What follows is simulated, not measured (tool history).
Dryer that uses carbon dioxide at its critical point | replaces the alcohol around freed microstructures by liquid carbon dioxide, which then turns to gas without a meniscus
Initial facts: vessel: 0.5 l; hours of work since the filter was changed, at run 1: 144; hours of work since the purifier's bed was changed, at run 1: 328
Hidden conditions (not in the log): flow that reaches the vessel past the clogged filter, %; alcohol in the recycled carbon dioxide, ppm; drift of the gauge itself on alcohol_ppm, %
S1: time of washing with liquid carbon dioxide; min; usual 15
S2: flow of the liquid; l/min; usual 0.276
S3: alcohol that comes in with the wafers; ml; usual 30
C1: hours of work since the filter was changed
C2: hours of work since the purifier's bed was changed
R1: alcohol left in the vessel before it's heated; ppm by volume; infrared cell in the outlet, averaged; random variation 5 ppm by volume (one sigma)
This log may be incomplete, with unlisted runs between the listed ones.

Run 1, day 0.000: usual settings; C1 144; C2 328. Result: R1 115 ppm by volume.
Run 2, day 1.088: usual settings; C1 154; C2 339. Result: R1 132 ppm by volume.
Run 3, day 2.725: usual settings but S1 10 min; C1 169; C2 354. Result: R1 541 ppm by volume.
Run 4, day 5.071: usual settings but S1 10 min; C1 192; C2 377. Result: R1 566 ppm by volume.
Run 5, day 7.029: usual settings but S3 53 ml; C1 210; C2 395. Result: R1 172 ppm by volume.
Run 6, day 8.562: usual settings but S3 53 ml; C1 225; C2 410. Result: R1 201 ppm by volume.
Run 7, day 10.279: usual settings but S3 53 ml; C1 241; C2 426. Result: R1 188 ppm by volume.
Run 8, day 12.162: usual settings; C1 259; C2 444. Result: R1 162 ppm by volume.
Run 9, day 13.354: usual settings; C1 270; C2 455. Result: R1 159 ppm by volume.
Run 10, day 14.312: usual settings; C1 280; C2 464. Result: R1 164 ppm by volume.
Run 11, day 15.417: usual settings but S2 0.243 l/min; C1 290; C2 475. Result: R1 229 ppm by volume.
Run 12, day 17.321: usual settings; C1 308; C2 493. Result: R1 173 ppm by volume.
Run 13, day 19.067: usual settings; C1 325; C2 510. Result: R1 189 ppm by volume.
Run 14, day 20.833: usual settings but S2 0.244 l/min; C1 341; C2 526. Result: R1 263 ppm by volume.
Run 15, day 22.888: usual settings but S2 0.244 l/min; C1 361; C2 546. Result: R1 281 ppm by volume.
Run 16, day 25.104: usual settings; C1 382; C2 567. Result: R1 201 ppm by volume.
Run 17, day 26.296: usual settings but S2 0.208 l/min; C1 393; C2 578. Result: R1 486 ppm by volume.
Run 18, day 27.983: usual settings but S2 0.208 l/min; C1 409; C2 594. Result: R1 507 ppm by volume.
Run 19, day 29.667: usual settings; C1 425; C2 610. Result: R1 221 ppm by volume.
Run 20, day 31.754: usual settings; C1 445; C2 630. Result: R1 231 ppm by volume.
Run 21, day 33.588: usual settings; C1 463; C2 648. Result: R1 244 ppm by volume.
Run 22, day 34.642: usual settings but S1 10 min; C1 473; C2 658. Result: R1 874 ppm by volume.
Run 23, day 35.679: usual settings but S3 46 ml; C1 482; C2 667. Result: R1 285 ppm by volume.
Run 24, day 37.400: usual settings but S1 12 min, S3 46 ml; C1 499; C2 684. Result: R1 656 ppm by volume.
Run 25, day 38.483: usual settings but S3 106 ml; C1 509; C2 694. Result: R1 480 ppm by volume.
Run 26, day 40.108: usual settings but S3 50 ml; C1 525; C2 709. Result: R1 333 ppm by volume.
Run 27, day 41.992: usual settings but S1 11 min, S2 0.220 l/min, S3 81 ml; C1 542; C2 727. Result: R1 3856 ppm by volume.
At day 43.038: inlet filter changed.
Run 28, day 43.462: usual settings but S1 11 min, S2 0.220 l/min, S3 81 ml; C1 4; C2 741. Result: R1 1884 ppm by volume.
Run 29, day 45.042: usual settings but S1 11 min, S2 0.220 l/min, S3 81 ml; C1 19; C2 756. Result: R1 1958 ppm by volume.
Run 30, day 47.071: usual settings but S1 21 min, S2 0.387 l/min, S3 81 ml; C1 38; C2 775. Result: R1 197 ppm by volume.
Run 31, day 48.088: usual settings but S1 21 min, S2 0.387 l/min, S3 81 ml; C1 48; C2 785. Result: R1 190 ppm by volume.
Run 32, day 49.850: usual settings but S1 21 min, S2 0.387 l/min, S3 81 ml; C1 65; C2 802. Result: R1 205 ppm by volume.
Run 33, day 51.046: usual settings but S2 0.455 l/min, S3 117 ml; C1 76; C2 813. Result: R1 202 ppm by volume.
Run 34, day 53.138: usual settings but S1 9 min, S3 46 ml; C1 96; C2 833. Result: R1 1220 ppm by volume.
Run 35, day 54.292: usual settings but S1 14 min, S2 0.374 l/min, S3 39 ml; C1 107; C2 844. Result: R1 219 ppm by volume.
Run 36, day 56.646: usual settings but S1 10 min, S2 0.395 l/min, S3 39 ml; C1 129; C2 866. Result: R1 285 ppm by volume.
Run 37, day 58.367: usual settings but S2 0.366 l/min, S3 80 ml; C1 146; C2 883. Result: R1 228 ppm by volume.
Run 38, day 60.688: usual settings but S1 13 min, S2 0.247 l/min, S3 26 ml; C1 168; C2 905. Result: R1 406 ppm by volume.
Run 39, day 62.162: usual settings but S1 13 min, S2 0.302 l/min, S3 28 ml; C1 182; C2 919. Result: R1 284 ppm by volume.
Run 40, day 63.646: usual settings but S1 13 min, S3 105 ml; C1 196; C2 933. Result: R1 608 ppm by volume.
At day 65.142: purifier's bed changed.
Run 41, day 65.417: usual settings but S1 11 min, S2 0.366 l/min, S3 21 ml; C1 211; C2 3. Result: R1 46 ppm by volume.

Here are 4 independent what-if runs from the current tool condition. What would each one return?
Run A, day 67.783: usual settings but S1 10 min, S2 0.368 l/min, S3 21 ml; C1 234; C2 25. Result: R1 ?.
Run B, day 67.783: usual settings but S1 11 min, S2 0.366 l/min, S3 21 ml; C1 234; C2 25. Result: R1 ?.
Run C, day 67.783: usual settings but S1 17 min, S2 0.435 l/min, S3 34 ml; C1 234; C2 25. Result: R1 ?.
Run D, day 67.783: usual settings but S1 10 min, S2 0.331 l/min, S3 21 ml; C1 234; C2 25. Result: R1 ?.

run   R1
  A   76
  B   44
  C    9
  D  151
Stripped of hidden state, with their random variation kept, the same runs would have yielded:
run  R1
  A  41
  B  20
  C   2
  D  94
